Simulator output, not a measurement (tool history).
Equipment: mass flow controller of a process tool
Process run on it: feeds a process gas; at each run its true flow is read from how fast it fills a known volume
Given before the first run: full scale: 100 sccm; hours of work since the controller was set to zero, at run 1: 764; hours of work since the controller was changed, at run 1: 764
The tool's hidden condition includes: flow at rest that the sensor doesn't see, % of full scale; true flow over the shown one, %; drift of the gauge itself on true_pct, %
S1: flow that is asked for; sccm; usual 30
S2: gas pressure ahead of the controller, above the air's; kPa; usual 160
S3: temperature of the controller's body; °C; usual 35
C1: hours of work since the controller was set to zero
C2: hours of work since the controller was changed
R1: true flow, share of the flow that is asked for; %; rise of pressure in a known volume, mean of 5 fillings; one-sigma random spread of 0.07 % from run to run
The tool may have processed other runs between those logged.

run	hour	S1	S2	S3	C1	C2	R1
1	0	30	160	35	764	764	98.5
2	113.4	30	160	35	824	824	98.71
3	313.5	30	160	35	930	930	98.69
4	445.4	30	160	35	1000	1000	98.66
5	561.2	30	160	35	1061	1061	98.61
6	752.5	30	160	35	1162	1162	98.64
7	984.6	30	160	35	1285	1285	98.51
8	1096.7	30	160	35	1344	1344	98.6
9	1338.4	30	160	21	1472	1472	98.31
10	1478.8	30	160	35	1546	1546	98.61
11	1687	30	160	35	1656	1656	98.69
12	1832.7	30	160	35	1733	1733	98.54
13	2044.9	30	160	35	1845	1845	98.62
14	2186.6	30	160	35	1920	1920	98.66
15	2352.6	30	160	34	2008	2008	98.64
16	2594.3	30	160	34	2135	2135	98.69
17	2811.6	11	160	35	2250	2250	99.41
18	2987.7	11	160	35	2343	2343	99.48
19	3151.2	27	278	29	2430	2430	99.22
20	3384.2	27	278	29	2553	2553	99.41
21	3488.4	27	278	29	2608	2608	99.32
22	3696.5	45	177	35	2718	2718	98.83
23	3900.2	45	177	35	2826	2826	98.88
# hour 3913.3: controller's zero set anew
24	4115.4	45	177	35	107	2939	99.29
25	4323.2	45	177	35	217	3049	99.25
26	4556.7	30	163	31	340	3172	99.19
27	4740.5	18	257	34	437	3269	100.46
28	4958.7	30	160	29	553	3385	99.2
# hour 4975.2: controller's zero set anew, once more
29	5082.4	30	160	38	57	3450	98.26
30	5222.4	35	248	22	131	3524	98.48
31	5423.1	35	198	22	237	3630	98.21
32	5551.7	10	177	35	305	3698	98.22
33	5749.1	10	177	35	409	3802	98.31
34	5908.8	10	145	25	493	3887	97.93
35	6082.4	59	216	38	585	3978	99.04

4 ways to go on from here, each from the tool as it stands after run 35. What would each give?
A	6229.6	30	149	21	663	4056	?
B	6229.6	97	160	35	663	4056	?
C	6229.6	30	183	35	663	4056	?
D	6229.6	65	257	38	663	4056	?

run	R1
A	97.79
B	99.42
C	98.33
D	99.37
Take away the tool's hidden state, keep each run's random variation, and the runs would have read:
run	R1
A	98.18
B	99.99
C	98.72
D	99.89

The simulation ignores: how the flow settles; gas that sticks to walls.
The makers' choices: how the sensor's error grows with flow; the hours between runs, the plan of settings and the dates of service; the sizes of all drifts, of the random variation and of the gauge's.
